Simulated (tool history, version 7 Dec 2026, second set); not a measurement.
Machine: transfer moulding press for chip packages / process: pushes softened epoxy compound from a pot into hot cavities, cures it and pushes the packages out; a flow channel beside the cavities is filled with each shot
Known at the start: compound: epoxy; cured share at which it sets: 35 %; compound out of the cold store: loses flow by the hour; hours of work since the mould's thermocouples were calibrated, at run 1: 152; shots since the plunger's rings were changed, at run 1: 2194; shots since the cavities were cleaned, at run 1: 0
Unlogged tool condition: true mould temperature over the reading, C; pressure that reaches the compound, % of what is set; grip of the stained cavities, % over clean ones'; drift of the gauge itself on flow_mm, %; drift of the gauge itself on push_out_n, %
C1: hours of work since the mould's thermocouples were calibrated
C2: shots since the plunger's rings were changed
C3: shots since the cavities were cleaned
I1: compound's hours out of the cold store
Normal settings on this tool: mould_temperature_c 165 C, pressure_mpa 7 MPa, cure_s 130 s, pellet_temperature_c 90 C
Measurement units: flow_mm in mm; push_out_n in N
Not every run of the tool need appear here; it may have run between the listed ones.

Run 1, day 0: usual settings; C1 152; C2 2194; C3 0; I1 31.1. Result: flow_mm 793 mm, push_out_n 277 N.
Run 2, day 1.175: usual settings; C1 164; C2 2370; C3 176; I1 21.8. Result: flow_mm 838 mm, push_out_n 301 N.
At day 2.229: plunger's sealing rings changed.
Run 3, day 2.446: usual settings but cure_s 116 s; C1 176; C2 33; C3 350; I1 14.9. Result: flow_mm 872 mm, push_out_n 344 N.
Run 4, day 3.508: usual settings but cure_s 116 s; C1 187; C2 192; C3 509; I1 13.7. Result: flow_mm 880 mm, push_out_n 320 N.
Run 5, day 4.379: usual settings but cure_s 116 s; C1 196; C2 321; C3 638; I1 8.5. Result: flow_mm 904 mm, push_out_n 339 N.
Run 6, day 5.771: usual settings but pressure_mpa 8.37 MPa, cure_s 116 s; C1 210; C2 529; C3 846; I1 39.5. Result: flow_mm 826 mm, push_out_n 319 N.
At day 6.542: cavities cleaned with cleaning compound and waxed.
Run 7, day 6.662: usual settings but mould_temperature_c 163 C; C1 219; C2 653; C3 18; I1 39.8. Result: flow_mm 763 mm, push_out_n 302 N.
Run 8, day 8.108: usual settings but mould_temperature_c 163 C; C1 234; C2 869; C3 234; I1 10.3. Result: flow_mm 900 mm, push_out_n 316 N.
Run 9, day 9.175: usual settings but mould_temperature_c 163 C; C1 245; C2 1028; C3 393; I1 30.2. Result: flow_mm 805 mm, push_out_n 317 N.
Run 10, day 10.529: usual settings but mould_temperature_c 163 C; C1 259; C2 1230; C3 595; I1 11.9. Result: flow_mm 898 mm, push_out_n 326 N.
Run 11, day 11.292: usual settings but mould_temperature_c 162 C; C1 267; C2 1343; C3 708; I1 10.3. Result: flow_mm 907 mm, push_out_n 341 N.
Run 12, day 12.304: usual settings; C1 277; C2 1495; C3 860; I1 20.8. Result: flow_mm 842 mm, push_out_n 295 N.
At day 12.979: cavities cleaned with cleaning compound and waxed.
Run 13, day 13.917: usual settings but pellet_temperature_c 92 C; C1 293; C2 1726; C3 140; I1 29.6. Result: flow_mm 803 mm, push_out_n 300 N.
Run 14, day 15.288: usual settings but pressure_mpa 7.55 MPa; C1 307; C2 1931; C3 345; I1 17.4. Result: flow_mm 893 mm, push_out_n 289 N.
Run 15, day 16.412: usual settings but pressure_mpa 7.55 MPa; C1 319; C2 2099; C3 513; I1 44.2. Result: flow_mm 766 mm, push_out_n 300 N.
Run 16, day 17.358: usual settings but mould_temperature_c 163 C, pressure_mpa 7.55 MPa, cure_s 162 s, pellet_temperature_c 92 C; C1 329; C2 2240; C3 654; I1 37.1. Result: flow_mm 804 mm, push_out_n 278 N.
Run 17, day 18.108: usual settings but pressure_mpa 5.47 MPa, cure_s 126 s, pellet_temperature_c 86 C; C1 337; C2 2352; C3 766; I1 34.5. Result: flow_mm 690 mm, push_out_n 296 N.
At day 19.225: plunger's sealing rings changed.
At day 19.558: cavities cleaned with cleaning compound and waxed.
Run 18, day 19.792: usual settings but pressure_mpa 5.47 MPa, cure_s 126 s, pellet_temperature_c 86 C; C1 352; C2 75; C3 35; I1 34.8. Result: flow_mm 691 mm, push_out_n 293 N.
Run 19, day 20.529: usual settings but pressure_mpa 5.47 MPa, cure_s 159 s, pellet_temperature_c 86 C; C1 360; C2 185; C3 145; I1 46.5. Result: flow_mm 643 mm, push_out_n 271 N.
Run 20, day 21.571: usual settings but mould_temperature_c 168 C, pressure_mpa 6.56 MPa, cure_s 135 s, pellet_temperature_c 89 C; C1 371; C2 341; C3 301; I1 40.7. Result: flow_mm 719 mm, push_out_n 278 N.
Run 21, day 22.242: usual settings but pressure_mpa 8.17 MPa, cure_s 127 s, pellet_temperature_c 81 C; C1 377; C2 441; C3 401; I1 13.1. Result: flow_mm 955 mm, push_out_n 306 N.
Run 22, day 23.725: usual settings but mould_temperature_c 163 C, pressure_mpa 7.02 MPa, cure_s 151 s, pellet_temperature_c 100 C; C1 393; C2 662; C3 622; I1 37.4. Result: flow_mm 775 mm, push_out_n 299 N.
Run 23, day 24.662: usual settings but pressure_mpa 6.84 MPa; C1 402; C2 802; C3 762; I1 35.9. Result: flow_mm 764 mm, push_out_n 290 N.
Run 24, day 25.742: usual settings but mould_temperature_c 172 C, pressure_mpa 7.07 MPa, cure_s 143 s, pellet_temperature_c 80 C; C1 414; C2 963; C3 923; I1 47.5. Result: flow_mm 706 mm, push_out_n 287 N.
At day 26.071: cavities cleaned with cleaning compound and waxed.
Run 25, day 26.546: usual settings but pressure_mpa 7.67 MPa; C1 421; C2 1074; C3 71; I1 18.6. Result: flow_mm 893 mm, push_out_n 294 N.
Run 26, day 27.833: usual settings but pressure_mpa 7.67 MPa, cure_s 153 s, pellet_temperature_c 85 C; C1 435; C2 1266; C3 263; I1 38.6. Result: flow_mm 796 mm, push_out_n 272 N.
Run 27, day 28.842: usual settings but pressure_mpa 6.83 MPa, cure_s 157 s, pellet_temperature_c 85 C; C1 445; C2 1416; C3 413; I1 23.3. Result: flow_mm 822 mm, push_out_n 269 N.
Run 28, day 29.95: usual settings but pressure_mpa 6.83 MPa, cure_s 157 s, pellet_temperature_c 85 C; C1 456; C2 1582; C3 579; I1 34.7. Result: flow_mm 769 mm, push_out_n 279 N.

Alternative continuations, all from the tool just after run 28; predict every row:
Run A, day 31.221: usual settings but mould_temperature_c 158 C, pressure_mpa 5.83 MPa, pellet_temperature_c 88 C; C1 470; C2 1771; C3 768; I1 16.3. Result: flow_mm ?, push_out_n ?.
Run B, day 31.221: usual settings but pressure_mpa 6.83 MPa, cure_s 157 s, pellet_temperature_c 84 C; C1 470; C2 1771; C3 768; I1 21.1. Result: flow_mm ?, push_out_n ?.
Run C, day 31.221: usual settings but mould_temperature_c 159 C; C1 470; C2 1771; C3 768; I1 15.5. Result: flow_mm ?, push_out_n ?.

run  flow_mm  push_out_n
  A      818         439
  B      832         276
  C      898         422
Without the tool's hidden state the same runs would have given:
run  flow_mm  push_out_n
  A      818         436
  B      832         274
  C      898         419
